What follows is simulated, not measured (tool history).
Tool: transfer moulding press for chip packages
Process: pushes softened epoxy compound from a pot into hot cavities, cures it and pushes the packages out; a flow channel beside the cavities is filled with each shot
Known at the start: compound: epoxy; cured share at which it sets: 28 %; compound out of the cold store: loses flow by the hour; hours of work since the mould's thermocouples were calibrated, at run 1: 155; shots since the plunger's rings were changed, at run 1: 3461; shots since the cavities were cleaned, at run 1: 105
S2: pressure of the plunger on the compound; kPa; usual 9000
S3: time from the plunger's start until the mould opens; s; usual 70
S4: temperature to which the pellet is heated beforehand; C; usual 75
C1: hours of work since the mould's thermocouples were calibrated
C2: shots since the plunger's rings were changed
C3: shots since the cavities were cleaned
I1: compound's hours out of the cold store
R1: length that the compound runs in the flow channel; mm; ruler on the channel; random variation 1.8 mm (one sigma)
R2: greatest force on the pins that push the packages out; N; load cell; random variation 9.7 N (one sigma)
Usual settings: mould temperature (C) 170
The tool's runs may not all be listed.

{"run": 1, "hour": 0.0, "mould temperature (C)": 170, "S2": 9000, "S3": 70, "S4": 75, "C1": 155, "C2": 3461, "C3": 105, "I1": 12.2, "R1": 682, "R2": 544}
{"run": 2, "hour": 8.8, "mould temperature (C)": 170, "S2": 9000, "S3": 70, "S4": 75, "C1": 161, "C2": 3598, "C3": 242, "I1": 23.1, "R1": 652, "R2": 614}
{"run": 3, "hour": 18.4, "mould temperature (C)": 170, "S2": 9000, "S3": 70, "S4": 75, "C1": 167, "C2": 3749, "C3": 393, "I1": 9.3, "R1": 690, "R2": 723}
{"run": 4, "hour": 24.4, "mould temperature (C)": 170, "S2": 9000, "S3": 70, "S4": 75, "C1": 171, "C2": 3842, "C3": 486, "I1": 20.7, "R1": 656, "R2": 769}
{"hour": 30.9, "done": "cavities cleaned with cleaning compound and waxed"}
{"run": 5, "hour": 33.2, "mould temperature (C)": 170, "S2": 9000, "S3": 70, "S4": 75, "C1": 175, "C2": 3957, "C3": 37, "I1": 44.7, "R1": 592, "R2": 847}
{"run": 6, "hour": 41.9, "mould temperature (C)": 170, "S2": 9000, "S3": 70, "S4": 75, "C1": 181, "C2": 4093, "C3": 173, "I1": 41.8, "R1": 598, "R2": 870}
{"run": 7, "hour": 49.0, "mould temperature (C)": 170, "S2": 7340, "S3": 70, "S4": 75, "C1": 185, "C2": 4204, "C3": 284, "I1": 37.3, "R1": 549, "R2": 886}
{"run": 8, "hour": 60.8, "mould temperature (C)": 170, "S2": 7340, "S3": 70, "S4": 75, "C1": 193, "C2": 4390, "C3": 470, "I1": 47.0, "R1": 529, "R2": 929}
{"run": 9, "hour": 66.2, "mould temperature (C)": 170, "S2": 7340, "S3": 70, "S4": 75, "C1": 196, "C2": 4474, "C3": 554, "I1": 29.5, "R1": 568, "R2": 960}
{"hour": 68.4, "done": "cavities cleaned with cleaning compound and waxed, once more"}
{"run": 10, "hour": 80.0, "mould temperature (C)": 168, "S2": 9000, "S3": 70, "S4": 75, "C1": 204, "C2": 4667, "C3": 182, "I1": 32.7, "R1": 624, "R2": 665}
{"run": 11, "hour": 91.2, "mould temperature (C)": 168, "S2": 9000, "S3": 70, "S4": 75, "C1": 211, "C2": 4842, "C3": 357, "I1": 16.6, "R1": 667, "R2": 805}
{"run": 12, "hour": 96.7, "mould temperature (C)": 168, "S2": 9000, "S3": 70, "S4": 75, "C1": 214, "C2": 4928, "C3": 443, "I1": 11.8, "R1": 680, "R2": 884}
{"hour": 105.7, "done": "cavities cleaned with cleaning compound and waxed"}
{"run": 13, "hour": 107.3, "mould temperature (C)": 167, "S2": 9000, "S3": 70, "S4": 75, "C1": 220, "C2": 5070, "C3": 24, "I1": 11.1, "R1": 685, "R2": 637}
{"run": 14, "hour": 119.3, "mould temperature (C)": 167, "S2": 9000, "S3": 70, "S4": 75, "C1": 228, "C2": 5259, "C3": 213, "I1": 19.6, "R1": 658, "R2": 798}
{"run": 15, "hour": 131.7, "mould temperature (C)": 167, "S2": 9000, "S3": 70, "S4": 75, "C1": 235, "C2": 5453, "C3": 407, "I1": 41.6, "R1": 596, "R2": 864}
{"run": 16, "hour": 137.4, "mould temperature (C)": 174, "S2": 8040, "S3": 51, "S4": 80, "C1": 239, "C2": 5541, "C3": 495, "I1": 19.3, "R1": 607, "R2": 1151}
{"hour": 143.7, "done": "cavities cleaned with cleaning compound and waxed"}
{"run": 17, "hour": 147.3, "mould temperature (C)": 170, "S2": 9000, "S3": 70, "S4": 71, "C1": 244, "C2": 5673, "C3": 56, "I1": 28.4, "R1": 625, "R2": 500}
{"run": 18, "hour": 158.8, "mould temperature (C)": 170, "S2": 9000, "S3": 86, "S4": 77, "C1": 252, "C2": 5854, "C3": 237, "I1": 22.3, "R1": 641, "R2": 453}
{"run": 19, "hour": 169.3, "mould temperature (C)": 170, "S2": 8310, "S3": 60, "S4": 75, "C1": 258, "C2": 6018, "C3": 401, "I1": 22.2, "R1": 614, "R2": 994}
{"hour": 181.1, "done": "cavities cleaned with cleaning compound and waxed"}
{"run": 20, "hour": 181.6, "mould temperature (C)": 170, "S2": 8390, "S3": 60, "S4": 67, "C1": 265, "C2": 6187, "C3": 8, "I1": 32.8, "R1": 588, "R2": 668}
{"run": 21, "hour": 193.9, "mould temperature (C)": 173, "S2": 9000, "S3": 70, "S4": 71, "C1": 273, "C2": 6380, "C3": 201, "I1": 34.3, "R1": 599, "R2": 521}
{"run": 22, "hour": 203.4, "mould temperature (C)": 172, "S2": 9000, "S3": 70, "S4": 71, "C1": 279, "C2": 6528, "C3": 349, "I1": 13.2, "R1": 656, "R2": 615}
{"hour": 215.2, "done": "plunger's sealing rings changed"}
{"run": 23, "hour": 217.4, "mould temperature (C)": 172, "S2": 9000, "S3": 70, "S4": 71, "C1": 286, "C2": 36, "C3": 530, "I1": 12.5, "R1": 693, "R2": 718}
{"hour": 221.6, "done": "cavities cleaned with cleaning compound and waxed"}
{"run": 24, "hour": 227.1, "mould temperature (C)": 164, "S2": 8070, "S3": 85, "S4": 72, "C1": 291, "C2": 163, "C3": 86, "I1": 38.0, "R1": 606, "R2": 537}
{"run": 25, "hour": 232.5, "mould temperature (C)": 164, "S2": 8070, "S3": 83, "S4": 70, "C1": 294, "C2": 248, "C3": 171, "I1": 13.7, "R1": 670, "R2": 672}
{"run": 26, "hour": 238.9, "mould temperature (C)": 164, "S2": 8070, "S3": 83, "S4": 70, "C1": 299, "C2": 349, "C3": 272, "I1": 13.5, "R1": 672, "R2": 750}
{"run": 27, "hour": 249.8, "mould temperature (C)": 163, "S2": 9000, "S3": 54, "S4": 75, "C1": 305, "C2": 520, "C3": 443, "I1": 39.3, "R1": 638, "R2": 2003}

The same runs without the tool's hidden state, with the same run-to-run variation:
The hidden state here: true mould temperature over the reading, C; pressure that reaches the compound, % of what is set; grip of the stained cavities, % over clean ones'; drift of the gauge itself on flow_mm, %; drift of the gauge itself on push_out_n, %.
run=1 R1=701 R2=457
run=2 R1=670 R2=439
run=3 R1=711 R2=456
run=4 R1=676 R2=461
run=5 R1=611 R2=423
run=6 R1=617 R2=425
run=7 R1=567 R2=426
run=8 R1=548 R2=436
run=9 R1=588 R2=444
run=10 R1=647 R2=495
run=11 R1=693 R2=511
run=12 R1=707 R2=531
run=13 R1=713 R2=594
run=14 R1=686 R2=583
run=15 R1=622 R2=534
run=16 R1=635 R2=674
run=17 R1=653 R2=438
run=18 R1=671 R2=325
run=19 R1=645 R2=612
run=20 R1=618 R2=623
run=21 R1=630 R2=378
run=22 R1=692 R2=389
run=23 R1=694 R2=413
run=24 R1=607 R2=458
run=25 R1=672 R2=506
run=26 R1=674 R2=509
run=27 R1=641 R2=1208
